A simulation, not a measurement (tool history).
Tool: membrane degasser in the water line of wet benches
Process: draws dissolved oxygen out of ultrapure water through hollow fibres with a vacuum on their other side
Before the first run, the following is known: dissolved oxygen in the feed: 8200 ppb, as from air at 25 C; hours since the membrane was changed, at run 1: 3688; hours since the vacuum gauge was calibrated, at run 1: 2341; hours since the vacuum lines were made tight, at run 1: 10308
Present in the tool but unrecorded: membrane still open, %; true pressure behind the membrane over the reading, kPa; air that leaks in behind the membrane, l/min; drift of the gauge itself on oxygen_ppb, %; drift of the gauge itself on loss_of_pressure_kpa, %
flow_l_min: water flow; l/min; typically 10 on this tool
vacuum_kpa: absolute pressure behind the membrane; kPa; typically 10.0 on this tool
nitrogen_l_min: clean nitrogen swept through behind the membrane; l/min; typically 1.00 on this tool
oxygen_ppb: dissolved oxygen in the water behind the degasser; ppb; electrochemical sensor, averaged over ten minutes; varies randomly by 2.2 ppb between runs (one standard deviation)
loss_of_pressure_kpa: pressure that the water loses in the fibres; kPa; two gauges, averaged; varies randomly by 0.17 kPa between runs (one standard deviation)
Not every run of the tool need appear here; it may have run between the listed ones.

run	hour	flow_l_min	vacuum_kpa	nitrogen_l_min	hours since the membrane was changed	hours since the vacuum gauge was calibrated	hours since the vacuum lines were made tight	oxygen_ppb	loss_of_pressure_kpa
1	0.0	10	10.0	1.00	3688	2341	10308	259.7	45.50
2	125.6	10	10.0	1.00	3814	2467	10434	256.1	45.59
3	252.4	10	10.0	1.00	3941	2594	10561	265.9	45.78
4	408.9	10	10.0	1.00	4097	2750	10717	262.3	45.61
5	501.1	10	10.0	1.00	4190	2842	10809	265.6	45.56
6	660.5	10	10.0	1.00	4349	3002	10969	263.8	45.41
# hour 747.7: vacuum gauge calibrated
# hour 805.1: seals of the vacuum lines changed
7	811.0	10	10.0	1.00	4497	61	6	246.9	45.52
8	964.6	10	10.0	1.00	4651	215	160	245.2	45.86
9	1138.4	10	10.0	1.00	4824	389	333	244.8	45.66
10	1216.0	10	10.0	1.00	4902	466	411	244.1	45.67
11	1311.5	10	10.0	1.00	4997	562	506	247.2	45.76
12	1397.5	10	10.0	1.00	5083	648	592	248.7	45.81
13	1540.2	10	11.5	1.00	5226	790	735	277.2	45.59
14	1650.6	10	11.5	1.00	5337	901	846	282.4	45.94
15	1728.5	10	11.5	1.00	5414	979	923	284.3	45.72
16	1891.6	10	11.5	1.00	5578	1142	1087	282.4	45.94
17	2056.3	10	11.5	1.00	5742	1307	1251	286.3	45.70
18	2168.4	10	11.5	1.00	5854	1419	1363	288.2	45.58
19	2341.3	14	11.5	0.86	6027	1592	1536	508.5	64.14
20	2513.0	7	14.5	0.86	6199	1763	1708	249.2	32.24
21	2610.7	7	14.5	0.86	6297	1861	1806	248.4	32.36
22	2731.6	9	14.8	2.13	6417	1982	1926	189.2	41.45
23	2872.3	8	6.1	2.27	6558	2123	2067	72.3	36.71
24	3026.7	10	22.4	0.88	6713	2277	2222	574.3	45.88
25	3202.3	10	22.4	0.88	6888	2453	2397	579.0	46.18
26	3328.3	10	15.9	2.75	7014	2579	2523	208.6	46.17
27	3414.6	10	15.9	0.41	7100	2665	2609	726.1	46.05
28	3519.1	10	15.9	0.41	7205	2769	2714	731.6	46.22
29	3666.4	10	15.9	0.41	7352	2917	2861	726.6	46.12
30	3830.9	7	15.9	2.90	7517	3081	3026	109.9	32.36
# hour 3841.0: vacuum gauge calibrated
31	3933.0	8	9.0	1.00	7618	92	3127	158.7	36.77
32	4110.1	9	15.1	0.99	7795	269	3304	322.2	41.35
33	4278.9	9	19.3	2.98	7964	438	3473	190.9	41.50

The same runs without the tool's hidden state, with the same run-to-run variation:
run	oxygen_ppb	loss_of_pressure_kpa
1	237.6	44.98
2	233.9	45.05
3	242.4	45.22
4	238.6	45.03
5	241.2	44.96
6	239.1	44.79
7	241.6	44.88
8	239.5	45.20
9	238.4	44.98
10	237.4	44.98
11	240.1	45.05
12	241.2	45.09
13	269.3	44.85
14	273.8	45.18
15	275.4	44.96
16	272.9	45.15
17	276.0	44.88
18	277.4	44.76
19	490.0	62.95
20	240.3	31.63
21	239.1	31.73
22	179.6	40.64
23	66.0	35.97
24	556.0	44.93
25	559.4	45.21
26	196.0	45.18
27	704.3	45.04
28	709.0	45.20
29	703.2	45.08
30	101.9	31.61
31	150.2	35.91
32	307.9	40.35
33	178.9	40.49
